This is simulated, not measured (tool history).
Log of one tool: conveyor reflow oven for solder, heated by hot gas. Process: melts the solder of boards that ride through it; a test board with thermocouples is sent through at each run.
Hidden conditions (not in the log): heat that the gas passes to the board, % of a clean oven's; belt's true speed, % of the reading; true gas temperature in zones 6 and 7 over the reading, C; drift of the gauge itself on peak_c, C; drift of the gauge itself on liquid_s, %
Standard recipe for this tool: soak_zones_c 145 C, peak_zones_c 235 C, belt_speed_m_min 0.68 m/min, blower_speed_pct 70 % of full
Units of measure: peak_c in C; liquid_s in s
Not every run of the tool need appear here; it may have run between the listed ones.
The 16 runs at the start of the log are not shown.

run    day  soak_zones_c  peak_zones_c  belt_speed_m_min  blower_speed_pct  hours of work since the flux was cleaned out  hours of work since the belt drive was overhauled  hours of work since the thermocouples were changed  peak_c  liquid_s
 17  5.408           145           235             0.548                81                                           197                                                351                                                 474   226.5      76.9
 18  5.646           141           235             0.717                70                                           201                                                355                                                 478   215.5      49.2
 19  5.896           150           235             0.717                70                                           205                                                359                                                 482   217.2      53.2
 20  6.221           131           231             0.717                60                                           210                                                364                                                 487   207.4      38.1
 21  6.479           131           235             0.717                75                                           214                                                367                                                 491   213.5      44.9
 22   6.85           145           232             0.649                52                                           219                                                373                                                 496   212.6      52.9
 23  7.192           145           232             0.649                52                                           224                                                378                                                 501   213.1      53.6
 24  7.442           149           232             0.624                52                                           228                                                382                                                 505   214.5      59.8
 25  7.638           149           232             0.624                52                                           231                                                385                                                 508   214.5      59.6
 26  7.904           149           232             0.624                52                                           235                                                389                                                 512   215.3        59
 27  8.096           149           232             0.624                52                                           238                                                392                                                 515     215      59.8
 28   8.45           137           232             0.646                73                                           243                                                397                                                 520   216.2      54.1

Expected results for the next run?
 29  8.9           145           235              0.68                75                                           250                                                404                                                 527       ?         ?

Run 29 produced peak_c 218.4 C, liquid_s 55.5 s.
Were there no unlogged condition in the tool, this run, its random variation unchanged, would have produced peak_c 219.1 C, liquid_s 56.1 s.

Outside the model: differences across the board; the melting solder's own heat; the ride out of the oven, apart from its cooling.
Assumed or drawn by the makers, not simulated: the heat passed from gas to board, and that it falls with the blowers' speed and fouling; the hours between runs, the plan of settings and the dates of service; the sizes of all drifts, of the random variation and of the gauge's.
